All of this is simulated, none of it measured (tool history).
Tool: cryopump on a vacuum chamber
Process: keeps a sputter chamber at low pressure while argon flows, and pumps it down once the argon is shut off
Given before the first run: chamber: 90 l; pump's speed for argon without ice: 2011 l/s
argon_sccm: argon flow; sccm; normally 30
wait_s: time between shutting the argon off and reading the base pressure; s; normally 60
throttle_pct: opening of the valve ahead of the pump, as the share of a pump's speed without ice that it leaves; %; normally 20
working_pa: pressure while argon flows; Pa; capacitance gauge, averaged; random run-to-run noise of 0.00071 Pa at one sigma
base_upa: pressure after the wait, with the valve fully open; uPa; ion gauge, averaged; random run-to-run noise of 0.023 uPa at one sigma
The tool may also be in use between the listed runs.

Run 1, hour 0: usual settings. Result: working_pa 0.126 Pa, base_upa 1.83 uPa.
Run 2, hour 9.6: usual settings. Result: working_pa 0.1264 Pa, base_upa 1.85 uPa.
Run 3, hour 25.3: usual settings. Result: working_pa 0.1264 Pa, base_upa 1.93 uPa.
Run 4, hour 34.7: usual settings. Result: working_pa 0.1263 Pa, base_upa 1.83 uPa.
Run 5, hour 43.8: usual settings but argon_sccm 16 sccm. Result: working_pa 0.0673 Pa, base_upa 1.87 uPa.
Run 6, hour 56.1: usual settings but throttle_pct 60 %. Result: working_pa 0.0425 Pa, base_upa 1.97 uPa.
Run 7, hour 71.9: usual settings. Result: working_pa 0.127 Pa, base_upa 1.91 uPa.
Run 8, hour 84.7: usual settings. Result: working_pa 0.1268 Pa, base_upa 1.95 uPa.
Run 9, hour 100.2: usual settings but wait_s 20 s. Result: working_pa 0.1292 Pa, base_upa 3.07 uPa.
Run 10, hour 117.6: usual settings but wait_s 20 s. Result: working_pa 0.1274 Pa, base_upa 3.12 uPa.
Run 11, hour 132.8: usual settings but wait_s 20 s. Result: working_pa 0.1271 Pa, base_upa 3.12 uPa.
Run 12, hour 148.3: usual settings but argon_sccm 33 sccm. Result: working_pa 0.1405 Pa, base_upa 2.01 uPa.
Run 13, hour 156.8: usual settings but argon_sccm 33 sccm. Result: working_pa 0.1405 Pa, base_upa 2.05 uPa.
Run 14, hour 164.9: usual settings but argon_sccm 33 sccm. Result: working_pa 0.1391 Pa, base_upa 2.06 uPa.
Run 15, hour 176.9: usual settings but argon_sccm 33 sccm. Result: working_pa 0.1414 Pa, base_upa 2.06 uPa.
Run 16, hour 188.1: usual settings. Result: working_pa 0.1286 Pa, base_upa 2.03 uPa.
Run 17, hour 205.4: usual settings but argon_sccm 22 sccm. Result: working_pa 0.0944 Pa, base_upa 2.04 uPa.
Run 18, hour 214.9: usual settings but argon_sccm 22 sccm. Result: working_pa 0.0928 Pa, base_upa 2.04 uPa.
Run 19, hour 226.9: usual settings but argon_sccm 58 sccm, wait_s 123 s. Result: working_pa 0.2491 Pa, base_upa 1.79 uPa.
Run 20, hour 234: usual settings but argon_sccm 15 sccm, wait_s 119 s, throttle_pct 58 %. Result: working_pa 0.023 Pa, base_upa 1.84 uPa.
Run 21, hour 248.5: usual settings but argon_sccm 15 sccm, wait_s 119 s, throttle_pct 58 %. Result: working_pa 0.0236 Pa, base_upa 1.8 uPa.
Run 22, hour 256.3: usual settings but argon_sccm 48 sccm, wait_s 119 s, throttle_pct 58 %. Result: working_pa 0.0734 Pa, base_upa 1.83 uPa.
Run 23, hour 267.4: usual settings but argon_sccm 48 sccm, wait_s 119 s, throttle_pct 58 %. Result: working_pa 0.0728 Pa, base_upa 1.8 uPa.
Run 24, hour 275.7: usual settings but argon_sccm 45 sccm, wait_s 288 s, throttle_pct 34 %. Result: working_pa 0.115 Pa, base_upa 1.71 uPa.
Run 25, hour 288.4: usual settings but argon_sccm 45 sccm, wait_s 288 s, throttle_pct 34 %. Result: working_pa 0.1141 Pa, base_upa 1.67 uPa.
Run 26, hour 303.8: usual settings but argon_sccm 31 sccm, wait_s 179 s, throttle_pct 59 %. Result: working_pa 0.0465 Pa, base_upa 1.75 uPa.
Run 27, hour 316.7: usual settings but argon_sccm 16 sccm, wait_s 173 s, throttle_pct 19 %. Result: working_pa 0.0717 Pa, base_upa 1.84 uPa.
Run 28, hour 324.9: usual settings but argon_sccm 48 sccm, wait_s 252 s. Result: working_pa 0.2056 Pa, base_upa 1.74 uPa.
Run 29, hour 341: usual settings but argon_sccm 48 sccm, wait_s 252 s. Result: working_pa 0.2058 Pa, base_upa 1.78 uPa.
Run 30, hour 354: usual settings but argon_sccm 48 sccm, wait_s 252 s. Result: working_pa 0.2046 Pa, base_upa 1.78 uPa.
Run 31, hour 361.4: usual settings but argon_sccm 20 sccm, wait_s 20 s, throttle_pct 23 %. Result: working_pa 0.0743 Pa, base_upa 3.39 uPa.

Run 32, settings as shown, results not yet in. Your forecast:
Run 32, hour 370.5: usual settings but argon_sccm 28 sccm, wait_s 154 s. Result: working_pa ?, base_upa ?.

{"run 32": {"working_pa": 0.1209, "base_upa": 1.86}}
If the tool had no hidden condition, the same run with the same run-to-run variation would have returned working_pa 0.1183 Pa, base_upa 0.36 uPa.

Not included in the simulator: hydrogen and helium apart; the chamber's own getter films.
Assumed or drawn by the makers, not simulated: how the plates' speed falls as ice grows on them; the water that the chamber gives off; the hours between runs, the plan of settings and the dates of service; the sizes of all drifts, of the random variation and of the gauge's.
